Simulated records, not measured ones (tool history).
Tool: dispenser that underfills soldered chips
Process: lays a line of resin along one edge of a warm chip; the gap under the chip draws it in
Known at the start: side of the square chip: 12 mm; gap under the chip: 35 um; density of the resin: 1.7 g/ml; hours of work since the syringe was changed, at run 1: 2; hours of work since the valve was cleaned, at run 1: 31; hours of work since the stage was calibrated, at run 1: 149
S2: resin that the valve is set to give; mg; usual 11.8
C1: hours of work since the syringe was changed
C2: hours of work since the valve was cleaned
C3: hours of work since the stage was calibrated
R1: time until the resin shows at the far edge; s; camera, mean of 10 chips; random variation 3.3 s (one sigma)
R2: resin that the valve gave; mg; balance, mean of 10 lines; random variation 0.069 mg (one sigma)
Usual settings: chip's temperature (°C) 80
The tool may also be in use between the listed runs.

run 1 hour=0.0 | chip's_temperature_(°C)=80 S2=11.8 | C1=2 C2=31 C3=149 | R1=409.9 R2=11.32
-- hour=4.8 new syringe of resin
run 2 hour=7.5 | chip's_temperature_(°C)=70 S2=11.8 | C1=2 C2=36 C3=154 | R1=519.8 R2=11.43
run 3 hour=12.4 | chip's_temperature_(°C)=94 S2=11.8 | C1=5 C2=39 C3=158 | R1=347.6 R2=11.36
-- hour=13.2 new syringe of resin
run 4 hour=19.9 | chip's_temperature_(°C)=94 S2=11.8 | C1=5 C2=45 C3=163 | R1=334.2 R2=11.36
-- hour=21.7 new syringe of resin
run 5 hour=25.1 | chip's_temperature_(°C)=94 S2=11.8 | C1=2 C2=48 C3=166 | R1=276.9 R2=11.33
-- hour=29.9 new syringe of resin
run 6 hour=30.4 | chip's_temperature_(°C)=94 S2=11.8 | C1=0 C2=52 C3=170 | R1=231.6 R2=11.21
-- hour=38.4 new syringe of resin
run 7 hour=39.4 | chip's_temperature_(°C)=80 S2=10.7 | C1=1 C2=58 C3=176 | R1=366.0 R2=10.26
-- hour=46.8 new syringe of resin
run 8 hour=46.8 | chip's_temperature_(°C)=80 S2=13.5 | C1=0 C2=63 C3=181 | R1=327.8 R2=12.88
-- hour=55.2 new syringe of resin
run 9 hour=55.2 | chip's_temperature_(°C)=80 S2=13.5 | C1=0 C2=69 C3=187 | R1=333.7 R2=12.71
-- hour=63.6 new syringe of resin
run 10 hour=64.2 | chip's_temperature_(°C)=80 S2=13.0 | C1=0 C2=75 C3=194 | R1=344.6 R2=12.15
run 11 hour=71.1 | chip's_temperature_(°C)=89 S2=11.8 | C1=5 C2=80 C3=199 | R1=408.2 R2=10.95
-- hour=72.0 new syringe of resin
-- hour=80.3 new syringe of resin
run 12 hour=80.3 | chip's_temperature_(°C)=80 S2=11.8 | C1=0 C2=86 C3=205 | R1=335.5 R2=10.98
run 13 hour=88.0 | chip's_temperature_(°C)=92 S2=11.8 | C1=6 C2=92 C3=210 | R1=371.7 R2=10.73
-- hour=89.0 new syringe of resin
run 14 hour=94.4 | chip's_temperature_(°C)=68 S2=11.8 | C1=4 C2=96 C3=215 | R1=674.7 R2=10.79
-- hour=97.2 new syringe of resin
run 15 hour=98.4 | chip's_temperature_(°C)=79 S2=11.8 | C1=1 C2=99 C3=217 | R1=373.7 R2=10.92
run 16 hour=102.7 | chip's_temperature_(°C)=79 S2=11.5 | C1=4 C2=102 C3=220 | R1=483.9 R2=10.42
-- hour=105.5 new syringe of resin
run 17 hour=107.8 | chip's_temperature_(°C)=80 S2=11.8 | C1=2 C2=106 C3=224 | R1=394.2 R2=10.81
-- hour=113.8 new syringe of resin
run 18 hour=113.8 | chip's_temperature_(°C)=80 S2=14.5 | C1=0 C2=110 C3=228 | R1=324.5 R2=13.19
run 19 hour=117.9 | chip's_temperature_(°C)=82 S2=14.2 | C1=3 C2=113 C3=231 | R1=385.4 R2=12.78
-- hour=122.1 new syringe of resin
run 20 hour=123.9 | chip's_temperature_(°C)=79 S2=13.3 | C1=1 C2=117 C3=235 | R1=383.5 R2=12.06
-- hour=130.3 new syringe of resin
run 21 hour=131.1 | chip's_temperature_(°C)=76 S2=13.0 | C1=1 C2=122 C3=240 | R1=392.3 R2=11.79
run 22 hour=135.0 | chip's_temperature_(°C)=81 S2=14.4 | C1=3 C2=124 C3=243 | R1=419.2 R2=13.06
-- hour=138.9 new syringe of resin
run 23 hour=139.3 | chip's_temperature_(°C)=81 S2=14.4 | C1=0 C2=127 C3=246 | R1=330.1 R2=12.89
run 24 hour=143.0 | chip's_temperature_(°C)=69 S2=10.3 | C1=3 C2=130 C3=248 | R1=646.1 R2=9.21
-- hour=147.5 new syringe of resin
run 25 hour=151.3 | chip's_temperature_(°C)=83 S2=11.8 | C1=3 C2=136 C3=254 | R1=389.6 R2=10.56
-- hour=156.0 new syringe of resin
-- hour=157.8 dispensing valve cleaned and set on the balance
run 26 hour=157.9 | chip's_temperature_(°C)=93 S2=11.4 | C1=1 C2=0 C3=258 | R1=247.8 R2=11.47
-- hour=165.2 new syringe of resin
run 27 hour=165.6 | chip's_temperature_(°C)=80 S2=12.5 | C1=0 C2=5 C3=263 | R1=342.3 R2=12.42
run 28 hour=172.3 | chip's_temperature_(°C)=81 S2=11.1 | C1=5 C2=10 C3=268 | R1=482.7 R2=11.05
-- hour=173.7 new syringe of resin
run 29 hour=180.6 | chip's_temperature_(°C)=81 S2=12.7 | C1=5 C2=16 C3=274 | R1=467.5 R2=12.51
-- hour=182.1 new syringe of resin
run 30 hour=185.6 | chip's_temperature_(°C)=90 S2=10.2 | C1=3 C2=19 C3=277 | R1=324.0 R2=10.04
-- hour=190.6 new syringe of resin
run 31 hour=190.8 | chip's_temperature_(°C)=90 S2=10.2 | C1=0 C2=23 C3=281 | R1=266.4 R2=9.93
run 32 hour=196.8 | chip's_temperature_(°C)=91 S2=13.4 | C1=4 C2=27 C3=285 | R1=337.1 R2=13.03
-- hour=198.7 new syringe of resin
run 33 hour=203.3 | chip's_temperature_(°C)=94 S2=13.4 | C1=3 C2=32 C3=290 | R1=292.0 R2=13.10
-- hour=207.2 new syringe of resin
run 34 hour=211.1 | chip's_temperature_(°C)=94 S2=13.4 | C1=3 C2=37 C3=295 | R1=280.7 R2=12.83
-- hour=215.3 new syringe of resin
run 35 hour=215.8 | chip's_temperature_(°C)=76 S2=12.7 | C1=0 C2=40 C3=298 | R1=376.5 R2=12.25
run 36 hour=220.0 | chip's_temperature_(°C)=76 S2=12.7 | C1=3 C2=43 C3=301 | R1=483.1 R2=12.11

How the hidden state differs across the entries between the runs, from the last listed run before each to the first after it:
Between runs 1 and 2: new syringe of resin (hour 4.8)
  resin's viscosity, % of fresh resin's: 121.2 -> 116.6; dose that the valve gives, % of what is set: 97.49 -> 97.04; true chip temperature over the reading, C: -0.53 -> -0.55
  measured less the result without the state, R1: +79.0 -> +84.5 s; R2: -0.29 -> -0.35 mg
Between runs 3 and 4: new syringe of resin (hour 13.2)
  resin's viscosity, % of fresh resin's: 152.8 -> 146; dose that the valve gives, % of what is set: 96.75 -> 96.28; true chip temperature over the reading, C: -0.56 -> -0.57
  measured less the result without the state, R1: +125.3 -> +111.0 s; R2: -0.39 -> -0.44 mg
Between runs 4 and 5: new syringe of resin (hour 21.7)
  resin's viscosity, % of fresh resin's: 146 -> 121.2; dose that the valve gives, % of what is set: 96.28 -> 95.99; true chip temperature over the reading, C: -0.57 -> -0.58
  measured less the result without the state, R1: +111.0 -> +54.4 s; R2: -0.44 -> -0.47 mg
Between runs 5 and 6: new syringe of resin (hour 29.9)
  resin's viscosity, % of fresh resin's: 121.2 -> 102.6; dose that the valve gives, % of what is set: 95.99 -> 95.69
  measured less the result without the state, R1: +54.4 -> +11.7 s; R2: -0.47 -> -0.51 mg
Between runs 6 and 7: new syringe of resin (hour 38.4)
  resin's viscosity, % of fresh resin's: 102.6 -> 105.5; dose that the valve gives, % of what is set: 95.69 -> 95.12; true chip temperature over the reading, C: -0.58 -> -0.6
  measured less the result without the state, R1: +11.7 -> +31.4 s; R2: -0.51 -> -0.52 mg
Between runs 7 and 8: new syringe of resin (hour 46.8)
  resin's viscosity, % of fresh resin's: 105.5 -> 99.9; dose that the valve gives, % of what is set: 95.12 -> 94.67; true chip temperature over the reading, C: -0.6 -> -0.61
  measured less the result without the state, R1: +31.4 -> +7.8 s; R2: -0.52 -> -0.72 mg
Between runs 8 and 9: new syringe of resin (hour 55.2)
  resin's viscosity, % of fresh resin's: 99.9 -> 99.3; dose that the valve gives, % of what is set: 94.67 -> 94.13; true chip temperature over the reading, C: -0.61 -> -0.63
  measured less the result without the state, R1: +7.8 -> +6.4 s; R2: -0.72 -> -0.79 mg
Between runs 9 and 10: new syringe of resin (hour 63.6)
  resin's viscosity, % of fresh resin's: 99.3 -> 104.7; dose that the valve gives, % of what is set: 94.13 -> 93.57; true chip temperature over the reading, C: -0.63 -> -0.64
  measured less the result without the state, R1: +6.4 -> +25.2 s; R2: -0.79 -> -0.84 mg
Between runs 11 and 12: new syringe of resin (hour 72.0); new syringe of resin (hour 80.3)
  resin's viscosity, % of fresh resin's: 153.4 -> 100.1; dose that the valve gives, % of what is set: 93.15 -> 92.59; true chip temperature over the reading, C: -0.65 -> -0.67
  measured less the result without the state, R1: +152.0 -> +13.7 s; R2: -0.81 -> -0.88 mg
Between runs 13 and 14: new syringe of resin (hour 89.0)
  resin's viscosity, % of fresh resin's: 153.5 -> 137; dose that the valve gives, % of what is set: 92.15 -> 91.77; true chip temperature over the reading, C: -0.69 -> -0.7
  measured less the result without the state, R1: +139.3 -> +204.0 s; R2: -0.92 -> -0.96 mg
Between runs 14 and 15: new syringe of resin (hour 97.2)
  resin's viscosity, % of fresh resin's: 137 -> 106.2; dose that the valve gives, % of what is set: 91.77 -> 91.52
  measured less the result without the state, R1: +204.0 -> +37.3 s; R2: -0.96 -> -1.01 mg
Between runs 16 and 17: new syringe of resin (hour 105.5)
  resin's viscosity, % of fresh resin's: 134.7 -> 115.1; dose that the valve gives, % of what is set: 91.26 -> 90.99; true chip temperature over the reading, C: -0.71 -> -0.72
  measured less the result without the state, R1: +141.9 -> +67.7 s; R2: -1.01 -> -1.06 mg
Between runs 17 and 18: new syringe of resin (hour 113.8)
  resin's viscosity, % of fresh resin's: 115.1 -> 99.8; dose that the valve gives, % of what is set: 90.99 -> 90.68; true chip temperature over the reading, C: -0.72 -> -0.73
  measured less the result without the state, R1: +67.7 -> +9.4 s; R2: -1.06 -> -1.35 mg
Between runs 19 and 20: new syringe of resin (hour 122.1)
  resin's viscosity, % of fresh resin's: 125.1 -> 109.7; dose that the valve gives, % of what is set: 90.44 -> 90.06; true chip temperature over the reading, C: -0.74 -> -0.75
  measured less the result without the state, R1: +87.2 -> +47.6 s; R2: -1.36 -> -1.33 mg
Between runs 20 and 21: new syringe of resin (hour 130.3)
  resin's viscosity, % of fresh resin's: 109.7 -> 104.5; dose that the valve gives, % of what is set: 90.06 -> 89.62; true chip temperature over the reading, C: -0.75 -> -0.76
  measured less the result without the state, R1: +47.6 -> +32.9 s; R2: -1.33 -> -1.36 mg
Between runs 22 and 23: new syringe of resin (hour 138.9)
  resin's viscosity, % of fresh resin's: 130.2 -> 102.9; dose that the valve gives, % of what is set: 89.4 -> 89.19
  measured less the result without the state, R1: +108.3 -> +20.5 s; R2: -1.53 -> -1.56 mg
Between runs 24 and 25: new syringe of resin (hour 147.5)
  resin's viscosity, % of fresh resin's: 126.1 -> 123; dose that the valve gives, % of what is set: 88.95 -> 88.45; true chip temperature over the reading, C: -0.78 -> -0.8
  measured less the result without the state, R1: +173.0 -> +91.0 s; R2: -1.14 -> -1.38 mg
Between runs 25 and 26: new syringe of resin (hour 156.0); dispensing valve cleaned and set on the balance (hour 157.8)
  resin's viscosity, % of fresh resin's: 123 -> 104.3; dose that the valve gives, % of what is set: 88.45 -> 99.9; true chip temperature over the reading, C: -0.8 -> -0.81
  measured less the result without the state, R1: +91.0 -> +15.4 s; R2: -1.38 -> -0.01 mg
Between runs 26 and 27: new syringe of resin (hour 165.2)
  resin's viscosity, % of fresh resin's: 104.3 -> 101; dose that the valve gives, % of what is set: 99.9 -> 99.43; true chip temperature over the reading, C: -0.81 -> -0.82
  measured less the result without the state, R1: +15.4 -> +11.7 s; R2: -0.01 -> -0.08 mg
Between runs 28 and 29: new syringe of resin (hour 173.7)
  resin's viscosity, % of fresh resin's: 146.6 -> 147.3; dose that the valve gives, % of what is set: 98.99 -> 98.47; true chip temperature over the reading, C: -0.83 -> -0.85
  measured less the result without the state, R1: +162.1 -> +158.5 s; R2: -0.11 -> -0.19 mg
Between runs 29 and 30: new syringe of resin (hour 182.1)
  resin's viscosity, % of fresh resin's: 147.3 -> 122.3; dose that the valve gives, % of what is set: 98.47 -> 98.18
  measured less the result without the state, R1: +158.5 -> +67.2 s; R2: -0.19 -> -0.19 mg
Between runs 30 and 31: new syringe of resin (hour 190.6)
  resin's viscosity, % of fresh resin's: 122.3 -> 99.5; dose that the valve gives, % of what is set: 98.18 -> 97.86; true chip temperature over the reading, C: -0.85 -> -0.86
  measured less the result without the state, R1: +67.2 -> +7.1 s; R2: -0.19 -> -0.21 mg
Between runs 32 and 33: new syringe of resin (hour 198.7)
  resin's viscosity, % of fresh resin's: 138.7 -> 131; dose that the valve gives, % of what is set: 97.51 -> 97.08; true chip temperature over the reading, C: -0.87 -> -0.88
  measured less the result without the state, R1: +100.6 -> +75.1 s; R2: -0.34 -> -0.40 mg
Between runs 33 and 34: new syringe of resin (hour 207.2)
  resin's viscosity, % of fresh resin's: 131 -> 125.3; dose that the valve gives, % of what is set: 97.08 -> 96.57; true chip temperature over the reading, C: -0.88 -> -0.9
  measured less the result without the state, R1: +75.1 -> +63.1 s; R2: -0.40 -> -0.45 mg
Between runs 34 and 35: new syringe of resin (hour 215.3)
  resin's viscosity, % of fresh resin's: 125.3 -> 101.3; dose that the valve gives, % of what is set: 96.57 -> 96.33
  measured less the result without the state, R1: +63.1 -> +17.0 s; R2: -0.45 -> -0.46 mg
